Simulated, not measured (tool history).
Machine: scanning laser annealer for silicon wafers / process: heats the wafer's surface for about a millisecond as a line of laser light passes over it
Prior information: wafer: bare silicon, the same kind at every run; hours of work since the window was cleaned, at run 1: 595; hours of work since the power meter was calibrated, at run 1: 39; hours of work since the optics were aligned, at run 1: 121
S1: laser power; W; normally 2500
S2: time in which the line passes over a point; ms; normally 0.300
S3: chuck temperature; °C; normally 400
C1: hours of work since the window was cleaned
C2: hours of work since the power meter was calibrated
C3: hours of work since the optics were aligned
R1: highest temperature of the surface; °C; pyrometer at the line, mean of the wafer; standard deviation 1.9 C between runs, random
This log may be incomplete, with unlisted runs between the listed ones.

run   hour    S1     S2   S3   C1   C2   C3    R1
  1    0.0  2500  0.300  400  595   39  121  1170
  2   21.1  2500  0.300  400  607   51  133  1168
  3   34.1  2500  0.300  385  614   58  140  1150
  4   45.3  2500  0.300  385  620   64  146  1151
  5   67.5  2500  0.300  385  633   77  159  1151
  6   85.5  2500  0.300  416  643   87  169  1184
  7   99.4  2500  0.300  416  651   95  177  1183
  8  114.1  2500  0.300  416  659  103  185  1181
  9  126.4  2500  0.300  390  666  110  192  1155
 10  151.4  2500  0.300  416  680  124  206  1180
 11  167.6  2500  0.300  416  689  133  215  1178
 12  193.1  2500  0.300  416  704  147  229  1179
 13  214.7  2500  0.326  400  716  160  241  1189
 14  238.9  2500  0.326  400  729  173  255  1186
 15  258.4  2500  0.219  400  740  184  266  1059
 16  278.4  2500  0.219  434  751  195  277  1098
 17  294.1  2500  0.219  434  760  204  286  1097
 18  305.8  2500  0.303  434  767  211  293  1195
 19  330.2  2351  0.247  400  781  224  306  1048
 20  342.6  2666  0.254  416  788  231  313  1174
 21  368.9  2666  0.254  416  802  246  328  1175
 22  385.2  2500  0.212  400  811  255  337  1052
 23  405.6  2500  0.226  371  823  267  349  1038
 24  422.6  2500  0.226  371  833  276  358  1037
 25  441.8  2500  0.226  371  843  287  369  1040
 26  464.0  2430  0.297  373  856  300  382  1094
 27  482.6  2430  0.297  373  866  310  392  1100
 28  498.6  2262  0.269  373  875  319  401  1013
 29  511.7  2621  0.258  434  883  326  408  1177
 30  525.6  2500  0.364  373  890  334  416  1192
 31  536.5  2750  0.300  363  897  340  422  1199
 32  555.6  2750  0.300  433  907  351  433  1267
     569.7  -- window over the wafer cleaned
 33  573.8  2256  0.327  400    2  360  442  1135
 34  596.2  2728  0.257  400   15  373  455  1225
 35  608.9  2711  0.256  404   22  380  462  1219

Some steps in R1, run to run, broken into two amounts with sign: the step expected even without the hidden condition (settings, incoming material, random variation), and the rest, left for the hidden condition together with whatever gauge scatter is not in both the measured and the hidden-condition-free result:
Hidden state at play: light that passes the window, % of a clean one's; laser's true power over the reading, %; width of the line over the set one, %; drift of the gauge itself on peak_c, C.
Run 14 -> 15: S2 0.326 -> 0.219. R1 -127 °C: hidden state +7, all else -134.
Run 18 -> 19: S1 2500 -> 2351, S2 0.303 -> 0.247, S3 434 -> 400. R1 -147 °C: hidden state +6, all else -153.
Run 28 -> 29: S1 2262 -> 2621, S2 0.269 -> 0.258, S3 373 -> 434. R1 +164 °C: hidden state -8, all else +172.
Run 32 -> 33: S1 2750 -> 2256, S2 0.300 -> 0.327, S3 433 -> 400, window over the wafer cleaned. R1 -132 °C: hidden state +54, all else -186.

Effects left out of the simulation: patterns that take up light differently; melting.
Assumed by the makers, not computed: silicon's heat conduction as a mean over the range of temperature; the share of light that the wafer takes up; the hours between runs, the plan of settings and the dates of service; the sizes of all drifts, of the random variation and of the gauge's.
